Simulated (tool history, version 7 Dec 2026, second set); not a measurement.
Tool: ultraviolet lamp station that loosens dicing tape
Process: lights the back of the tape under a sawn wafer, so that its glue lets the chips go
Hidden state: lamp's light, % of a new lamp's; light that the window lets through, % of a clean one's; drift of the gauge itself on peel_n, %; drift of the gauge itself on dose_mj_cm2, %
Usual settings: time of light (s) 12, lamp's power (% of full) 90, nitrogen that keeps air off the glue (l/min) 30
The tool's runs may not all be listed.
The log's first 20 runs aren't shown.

| run | hour | time of light (s) | lamp's power (% of full) | nitrogen that keeps air off the glue (l/min) | hours of work of the lamp | hours of work since the window was cleaned | force that peels the tape off (N) | light that reached the tape (mJ/cm²) |
|---|---|---|---|---|---|---|---|---|
| 21 | 221.6 | 7 | 81 | 30 | 250 | 292 | 1.213 | 277 |
| 22 | 228.9 | 7 | 81 | 30 | 256 | 298 | 1.208 | 278 |
| 23 | 239.0 | 7 | 81 | 30 | 264 | 306 | 1.261 | 280 |
| 24 | 250.2 | 7 | 81 | 30 | 273 | 315 | 1.262 | 276 |
| 25 | 258.7 | 12 | 96 | 30 | 279 | 321 | 0.462 | 555 |
| 26 | 269.7 | 12 | 90 | 31 | 288 | 330 | 0.513 | 523 |
| 27 | 275.6 | 12 | 90 | 40 | 292 | 334 | 0.458 | 511 |
| 28 | 284.5 | 9 | 83 | 30 | 299 | 341 | 0.918 | 356 |
| 29 | 290.3 | 12 | 79 | 20 | 304 | 346 | 0.785 | 453 |
| 30 | 297.2 | 17 | 80 | 30 | 309 | 351 | 0.386 | 644 |
| 31 | 310.6 | 9 | 94 | 29 | 319 | 361 | 0.811 | 399 |

Forecast each of these 5 alternatives for the next run:
| A | 322.4 | 7 | 68 | 29 | 329 | 370 | ? | ? |
| B | 322.4 | 8 | 66 | 53 | 329 | 370 | ? | ? |
| C | 322.4 | 9 | 76 | 29 | 329 | 370 | ? | ? |
| D | 322.4 | 13 | 98 | 19 | 329 | 370 | ? | ? |
| E | 322.4 | 7 | 94 | 28 | 329 | 370 | ? | ? |

| run | force that peels the tape off (N) | light that reached the tape (mJ/cm²) |
|---|---|---|
| A | 1.585 | 225 |
| B | 1.135 | 247 |
| C | 1.052 | 323 |
| D | 0.558 | 607 |
| E | 1.074 | 306 |
Without the tool's hidden state the same runs would have given:
| run | force that peels the tape off (N) | light that reached the tape (mJ/cm²) |
|---|---|---|
| A | 1.278 | 276 |
| B | 0.869 | 303 |
| C | 0.800 | 396 |
| D | 0.417 | 746 |
| E | 0.822 | 376 |
